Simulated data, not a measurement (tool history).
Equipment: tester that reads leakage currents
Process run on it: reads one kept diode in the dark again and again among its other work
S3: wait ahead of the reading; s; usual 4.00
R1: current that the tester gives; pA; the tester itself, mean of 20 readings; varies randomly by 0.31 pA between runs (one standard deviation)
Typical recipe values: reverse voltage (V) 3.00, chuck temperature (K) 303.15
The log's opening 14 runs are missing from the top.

run 15 hour=408.2 | reverse_voltage_(V)=11.88 chuck_temperature_(K)=303.15 S3=4.00 | R1=211.27
run 16 hour=428.8 | reverse_voltage_(V)=4.44 chuck_temperature_(K)=303.15 S3=4.00 | R1=137.10
run 17 hour=448.3 | reverse_voltage_(V)=3.00 chuck_temperature_(K)=320.15 S3=4.00 | R1=454.35
run 18 hour=466.4 | reverse_voltage_(V)=3.00 chuck_temperature_(K)=303.15 S3=4.00 | R1=116.95
run 19 hour=495.5 | reverse_voltage_(V)=3.00 chuck_temperature_(K)=303.15 S3=4.00 | R1=116.53
-- hour=532.5 probe card cleaned and baked, once more
run 20 hour=535.1 | reverse_voltage_(V)=3.00 chuck_temperature_(K)=303.15 S3=4.00 | R1=111.85
run 21 hour=572.0 | reverse_voltage_(V)=3.00 chuck_temperature_(K)=303.15 S3=4.00 | R1=111.49
run 22 hour=607.2 | reverse_voltage_(V)=4.36 chuck_temperature_(K)=303.15 S3=6.93 | R1=129.10
run 23 hour=638.4 | reverse_voltage_(V)=4.11 chuck_temperature_(K)=300.15 S3=6.93 | R1=96.79
run 24 hour=657.8 | reverse_voltage_(V)=2.24 chuck_temperature_(K)=323.15 S3=4.00 | R1=501.00
run 25 hour=675.9 | reverse_voltage_(V)=2.24 chuck_temperature_(K)=323.15 S3=4.00 | R1=505.12
run 26 hour=713.3 | reverse_voltage_(V)=2.24 chuck_temperature_(K)=323.15 S3=4.00 | R1=504.29
run 27 hour=732.1 | reverse_voltage_(V)=2.24 chuck_temperature_(K)=323.15 S3=4.00 | R1=502.51
run 28 hour=755.2 | reverse_voltage_(V)=2.24 chuck_temperature_(K)=323.15 S3=4.00 | R1=501.80
run 29 hour=793.6 | reverse_voltage_(V)=5.59 chuck_temperature_(K)=317.15 S3=0.94 | R1=453.88
run 30 hour=824.0 | reverse_voltage_(V)=1.12 chuck_temperature_(K)=303.15 S3=1.84 | R1=75.97
run 31 hour=857.9 | reverse_voltage_(V)=2.46 chuck_temperature_(K)=316.15 S3=1.16 | R1=303.93
run 32 hour=876.3 | reverse_voltage_(V)=2.46 chuck_temperature_(K)=316.15 S3=1.16 | R1=303.61
run 33 hour=910.5 | reverse_voltage_(V)=10.25 chuck_temperature_(K)=307.15 S3=1.37 | R1=254.50
run 34 hour=950.0 | reverse_voltage_(V)=3.00 chuck_temperature_(K)=301.15 S3=9.15 | R1=93.37
run 35 hour=971.8 | reverse_voltage_(V)=3.00 chuck_temperature_(K)=301.15 S3=9.15 | R1=93.53
run 36 hour=997.3 | reverse_voltage_(V)=3.00 chuck_temperature_(K)=301.15 S3=9.15 | R1=93.40

Alternative continuations, all from the tool just after run 36; predict every row:
run A hour=1033.2 | reverse_voltage_(V)=3.00 chuck_temperature_(K)=322.15 S3=7.75 | R1=?
run B hour=1033.2 | reverse_voltage_(V)=3.77 chuck_temperature_(K)=332.15 S3=3.26 | R1=?
run C hour=1033.2 | reverse_voltage_(V)=10.73 chuck_temperature_(K)=295.15 S3=6.02 | R1=?

run=A R1=519.89
run=B R1=1194.64
run=C R1=91.80
Had the tool no hidden state, the same runs would have come out as:
run=A R1=523.60
run=B R1=1203.01
run=C R1=90.71

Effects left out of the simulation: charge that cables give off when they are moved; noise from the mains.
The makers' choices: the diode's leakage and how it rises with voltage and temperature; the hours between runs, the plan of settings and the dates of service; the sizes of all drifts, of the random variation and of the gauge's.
